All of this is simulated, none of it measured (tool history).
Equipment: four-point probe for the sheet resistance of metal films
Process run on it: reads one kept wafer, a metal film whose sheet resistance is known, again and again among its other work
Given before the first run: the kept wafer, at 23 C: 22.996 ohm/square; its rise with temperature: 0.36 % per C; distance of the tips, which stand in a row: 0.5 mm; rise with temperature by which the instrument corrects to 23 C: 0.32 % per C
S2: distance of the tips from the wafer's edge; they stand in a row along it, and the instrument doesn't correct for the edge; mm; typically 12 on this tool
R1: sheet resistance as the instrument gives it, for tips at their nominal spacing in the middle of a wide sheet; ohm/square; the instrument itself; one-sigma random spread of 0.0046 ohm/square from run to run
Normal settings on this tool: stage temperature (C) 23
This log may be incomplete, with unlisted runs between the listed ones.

Run 1, hour 0.0: usual settings. Result: R1 22.945281 ohm/square.
Run 2, hour 68.1: usual settings but S2 11 mm. Result: R1 22.942502 ohm/square.
Run 3, hour 143.3: usual settings. Result: R1 22.949711 ohm/square.
Run 4, hour 214.3: usual settings. Result: R1 22.944019 ohm/square.
Run 5, hour 305.8: usual settings. Result: R1 22.954401 ohm/square.
Run 6, hour 409.8: usual settings but stage temperature (C) 24. Result: R1 22.968883 ohm/square.
Run 7, hour 469.4: usual settings. Result: R1 22.960509 ohm/square.
Run 8, hour 543.9: usual settings. Result: R1 22.958079 ohm/square.
Run 9, hour 645.2: usual settings but stage temperature (C) 29. Result: R1 23.016889 ohm/square.
Run 10, hour 710.7: usual settings but stage temperature (C) 29. Result: R1 23.010341 ohm/square.
Run 11, hour 782.7: usual settings but stage temperature (C) 29. Result: R1 23.012472 ohm/square.
Run 12, hour 869.2: usual settings but stage temperature (C) 29. Result: R1 23.028173 ohm/square.
Run 13, hour 934.3: usual settings but stage temperature (C) 29. Result: R1 23.022114 ohm/square.
Run 14, hour 1056.8: usual settings but stage temperature (C) 29. Result: R1 23.028026 ohm/square.
Run 15, hour 1162.0: usual settings but stage temperature (C) 29. Result: R1 23.026156 ohm/square.
At hour 1172.2: stage's thermometer calibrated.
Run 16, hour 1264.4: usual settings but stage temperature (C) 29, S2 6 mm. Result: R1 23.097764 ohm/square.
Run 17, hour 1380.0: usual settings but stage temperature (C) 29, S2 6 mm. Result: R1 23.097871 ohm/square.
Run 18, hour 1438.8: usual settings but stage temperature (C) 29, S2 6 mm. Result: R1 23.099614 ohm/square.
Run 19, hour 1542.7: usual settings. Result: R1 22.985226 ohm/square.
Run 20, hour 1598.6: usual settings. Result: R1 22.996070 ohm/square.
Run 21, hour 1673.4: usual settings. Result: R1 22.982655 ohm/square.
At hour 1682.9: stage's thermometer calibrated, once more.
Run 22, hour 1745.9: usual settings. Result: R1 23.023569 ohm/square.
Run 23, hour 1865.2: usual settings but stage temperature (C) 31, S2 24 mm. Result: R1 23.075898 ohm/square.
Run 24, hour 1988.1: usual settings but stage temperature (C) 31, S2 24 mm. Result: R1 23.083217 ohm/square.
Run 25, hour 2061.8: usual settings but stage temperature (C) 24, S2 5 mm. Result: R1 23.150245 ohm/square.
Run 26, hour 2143.5: usual settings but stage temperature (C) 24, S2 5 mm. Result: R1 23.140967 ohm/square.
Run 27, hour 2245.8: usual settings but stage temperature (C) 35, S2 36 mm. Result: R1 23.127675 ohm/square.
Run 28, hour 2338.2: usual settings but S2 14 mm. Result: R1 23.049901 ohm/square.
Run 29, hour 2429.6: usual settings but S2 14 mm. Result: R1 23.043693 ohm/square.
Run 30, hour 2536.4: usual settings but stage temperature (C) 26, S2 65 mm. Result: R1 23.051905 ohm/square.
Run 31, hour 2598.9: usual settings but stage temperature (C) 21, S2 3 mm. Result: R1 23.354698 ohm/square.
Run 32, hour 2713.4: usual settings but stage temperature (C) 21, S2 9 mm. Result: R1 23.059529 ohm/square.
Run 33, hour 2794.2: usual settings but stage temperature (C) 26, S2 7 mm. Result: R1 23.132876 ohm/square.
Run 34, hour 2864.4: usual settings but stage temperature (C) 25, S2 9 mm. Result: R1 23.101918 ohm/square.
Run 35, hour 2951.5: usual settings but stage temperature (C) 28, S2 11 mm. Result: R1 23.122388 ohm/square.
Run 36, hour 3057.1: usual settings but stage temperature (C) 34, S2 15 mm. Result: R1 23.151472 ohm/square.
Run 37, hour 3144.7: usual settings but stage temperature (C) 34, S2 15 mm. Result: R1 23.159306 ohm/square.
Run 38, hour 3252.7: usual settings but stage temperature (C) 28, S2 17 mm. Result: R1 23.114590 ohm/square.
Run 39, hour 3366.7: usual settings but stage temperature (C) 28, S2 17 mm. Result: R1 23.112067 ohm/square.
Run 40, hour 3462.4: usual settings but stage temperature (C) 28, S2 17 mm. Result: R1 23.112936 ohm/square.
At hour 3486.0: new probe head fitted.
Run 41, hour 3555.8: usual settings but stage temperature (C) 28, S2 17 mm. Result: R1 23.001597 ohm/square.
Run 42, hour 3676.5: usual settings but stage temperature (C) 28, S2 17 mm. Result: R1 22.990050 ohm/square.
Run 43, hour 3735.0: usual settings but stage temperature (C) 21, S2 3 mm. Result: R1 23.264716 ohm/square.

Consider 5 possible next runs. They are alternatives, not a sequence: every one starts from the tool as it was left by run 43. What does each give?
Run A, hour 3857.6: usual settings but stage temperature (C) 21, S2 35 mm. Result: R1 ?.
Run B, hour 3857.6: usual settings but stage temperature (C) 26, S2 4 mm. Result: R1 ?.
Run C, hour 3857.6: usual settings but stage temperature (C) 19, S2 26 mm. Result: R1 ?.
Run D, hour 3857.6: usual settings but stage temperature (C) 24, S2 10 mm. Result: R1 ?.
Run E, hour 3857.6: usual settings but stage temperature (C) 20, S2 30 mm. Result: R1 ?.

run         R1
  A  22.929447
  B  23.167249
  C  22.924735
  D  22.985591
  E  22.923905
Without the tool's unlogged condition, the same runs would have read:
run         R1
  A  22.978744
  B  23.216783
  C  22.974124
  D  23.034855
  E  22.973241
